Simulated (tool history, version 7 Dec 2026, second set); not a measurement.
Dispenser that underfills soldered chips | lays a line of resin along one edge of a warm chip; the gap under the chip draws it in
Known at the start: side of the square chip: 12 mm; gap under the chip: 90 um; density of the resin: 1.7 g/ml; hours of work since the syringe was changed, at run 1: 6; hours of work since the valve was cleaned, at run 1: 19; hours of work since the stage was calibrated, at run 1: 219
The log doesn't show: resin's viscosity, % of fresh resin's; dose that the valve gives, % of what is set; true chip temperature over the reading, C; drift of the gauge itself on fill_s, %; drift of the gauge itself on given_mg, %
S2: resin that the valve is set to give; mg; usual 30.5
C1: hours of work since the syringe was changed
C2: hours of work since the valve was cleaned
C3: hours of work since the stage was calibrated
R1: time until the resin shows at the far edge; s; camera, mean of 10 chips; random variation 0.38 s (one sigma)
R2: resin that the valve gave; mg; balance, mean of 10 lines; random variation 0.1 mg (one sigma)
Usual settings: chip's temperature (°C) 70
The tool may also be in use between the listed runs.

Run 1, hour 0: usual settings; C1 6; C2 19; C3 219. Result: R1 31.9 s, R2 29.96 mg.
At hour 6.1: new syringe of resin.
Run 2, hour 6.1: usual settings; C1 0; C2 23; C3 224. Result: R1 23 s, R2 29.89 mg.
Run 3, hour 15.3: usual settings; C1 7; C2 31; C3 231. Result: R1 33.1 s, R2 29.61 mg.
At hour 19.2: new syringe of resin.
Run 4, hour 19.9: usual settings; C1 1; C2 34; C3 235. Result: R1 23.2 s, R2 29.5 mg.
Run 5, hour 26.9: usual settings; C1 6; C2 40; C3 240. Result: R1 31.4 s, R2 29.46 mg.
At hour 32.6: new syringe of resin.
Run 6, hour 34.2: usual settings; C1 1; C2 45; C3 246. Result: R1 23.6 s, R2 29.39 mg.
At hour 36.8: dispensing valve cleaned and set on the balance.
Run 7, hour 42.4: usual settings; C1 7; C2 5; C3 252. Result: R1 31.3 s, R2 30.34 mg.
At hour 46.7: new syringe of resin.
Run 8, hour 51.4: usual settings; C1 4; C2 11; C3 259. Result: R1 27.2 s, R2 30.17 mg.
Run 9, hour 57: usual settings; C1 8; C2 16; C3 263. Result: R1 34.8 s, R2 30.08 mg.
At hour 59.9: new syringe of resin.
Run 10, hour 66.4: usual settings; C1 5; C2 23; C3 270. Result: R1 29.1 s, R2 29.99 mg.
At hour 73.1: new syringe of resin.
Run 11, hour 75.7: usual settings; C1 2; C2 30; C3 277. Result: R1 24.8 s, R2 29.75 mg.
Run 12, hour 83.6: usual settings; C1 8; C2 37; C3 284. Result: R1 34.2 s, R2 29.73 mg.
At hour 86.6: new syringe of resin.
Run 13, hour 94.2: usual settings; C1 6; C2 45; C3 292. Result: R1 30.9 s, R2 29.53 mg.
At hour 97.7: dispensing valve cleaned and set on the balance.
Run 14, hour 100.3: usual settings but S2 28 mg; C1 10; C2 2; C3 296. Result: R1 39.5 s, R2 27.77 mg.
At hour 101.6: new syringe of resin.
Run 15, hour 108.5: usual settings but S2 35.1 mg; C1 6; C2 8; C3 302. Result: R1 29.3 s, R2 34.73 mg.
At hour 115: new syringe of resin.
Run 16, hour 115.2: usual settings but S2 35.1 mg; C1 0; C2 13; C3 307. Result: R1 21.3 s, R2 34.9 mg.
Run 17, hour 121.3: usual settings but chip's temperature (°C) 63, S2 35.1 mg; C1 5; C2 18; C3 312. Result: R1 41.5 s, R2 34.47 mg.
At hour 128.1: new syringe of resin.
Run 18, hour 129.3: usual settings but chip's temperature (°C) 59; C1 1; C2 24; C3 319. Result: R1 43 s, R2 29.84 mg.
Run 19, hour 134.9: usual settings but chip's temperature (°C) 78, S2 31.1 mg; C1 5; C2 29; C3 323. Result: R1 19.3 s, R2 30.31 mg.
At hour 141.4: new syringe of resin.
Run 20, hour 145.9: usual settings but chip's temperature (°C) 72, S2 33.3 mg; C1 4; C2 37; C3 332. Result: R1 23.5 s, R2 32.14 mg.
Run 21, hour 152: usual settings but chip's temperature (°C) 55, S2 26.9 mg; C1 8; C2 42; C3 336. Result: R1 82.3 s, R2 26.05 mg.
At hour 154.5: new syringe of resin.
Run 22, hour 157.5: usual settings but chip's temperature (°C) 67, S2 37.4 mg; C1 2; C2 46; C3 341. Result: R1 28.5 s, R2 35.75 mg.
At hour 159.1: dispensing valve cleaned and set on the balance.
Run 23, hour 164.5: usual settings but chip's temperature (°C) 55, S2 35 mg; C1 7; C2 4; C3 345. Result: R1 73.2 s, R2 34.93 mg.
At hour 168.6: new syringe of resin.
Run 24, hour 170.4: usual settings but chip's temperature (°C) 55, S2 35 mg; C1 1; C2 9; C3 350. Result: R1 54.5 s, R2 34.78 mg.
Run 25, hour 174.9: usual settings but S2 37.2 mg; C1 5; C2 12; C3 353. Result: R1 27.9 s, R2 36.68 mg.
Run 26, hour 180.6: usual settings but S2 25.9 mg; C1 10; C2 17; C3 358. Result: R1 37.4 s, R2 25.58 mg.
At hour 181.7: new syringe of resin.
Run 27, hour 188.3: usual settings but chip's temperature (°C) 67, S2 27.4 mg; C1 5; C2 23; C3 364. Result: R1 34.4 s, R2 27.09 mg.
Run 28, hour 193.9: usual settings but chip's temperature (°C) 67, S2 27.4 mg; C1 10; C2 27; C3 368. Result: R1 44.4 s, R2 26.8 mg.
At hour 194.9: new syringe of resin.
Run 29, hour 199.9: usual settings but chip's temperature (°C) 56, S2 26.5 mg; C1 4; C2 32; C3 373. Result: R1 63.5 s, R2 25.76 mg.
Run 30, hour 206.6: usual settings but chip's temperature (°C) 56, S2 26.5 mg; C1 9; C2 37; C3 378. Result: R1 82.2 s, R2 25.62 mg.
At hour 208.5: new syringe of resin.
Run 31, hour 213.3: usual settings but chip's temperature (°C) 71, S2 38.7 mg; C1 4; C2 42; C3 383. Result: R1 24.6 s, R2 37.31 mg.
At hour 219.9: dispensing valve cleaned and set on the balance.
At hour 222.6: new syringe of resin.
Run 32, hour 223.4: usual settings but chip's temperature (°C) 71, S2 38.7 mg; C1 1; C2 3; C3 390. Result: R1 20.5 s, R2 38.58 mg.
Run 33, hour 230.7: usual settings but chip's temperature (°C) 83, S2 32.1 mg; C1 6; C2 8; C3 396. Result: R1 15.6 s, R2 31.93 mg.
Run 34, hour 235.2: usual settings but chip's temperature (°C) 83, S2 32.1 mg; C1 10; C2 12; C3 400. Result: R1 19.4 s, R2 31.93 mg.
At hour 236.2: new syringe of resin.
Run 35, hour 245.7: usual settings but chip's temperature (°C) 76, S2 26.1 mg; C1 8; C2 20; C3 408. Result: R1 25 s, R2 25.48 mg.

Measured less the same run without the tool's hidden state. The same run-to-run variation is in both; the gauge's scatter may not be:
run     R1     R2
  1     +8  -0.61
  2     -1  -0.72
  3   +9.7  -0.91
  4   -0.3     -1
  5   +7.6  -1.13
  6   +0.1  -1.27
  7     +8  -0.11
  8   +3.4  -0.28
  9  +10.6  -0.38
 10   +5.4  -0.55
 11   +1.1   -0.7
 12  +10.7  -0.86
 13   +7.3  -1.08
 14  +14.7  -0.09
 15   +5.6  -0.28
 16   -1.7  -0.44
 17   +6.8  -0.58
 18   -0.7  -0.65
 19   +3.9  -0.78
 20   +2.5  -1.06
 21  +25.3  -0.96
 22   +1.2  -1.45
 23    +18  -0.17
 24     -1   -0.3
 25   +4.5  -0.41
 26  +12.9  -0.38
 27   +6.3  -0.54
 28  +15.7  -0.64
 29   +7.6  -0.72
 30  +27.6  -0.82
 31   +2.9  -1.37
 32   -1.2  -0.07
 33   +3.5   -0.2
 34   +6.7  -0.28
 35   +6.8   -0.4
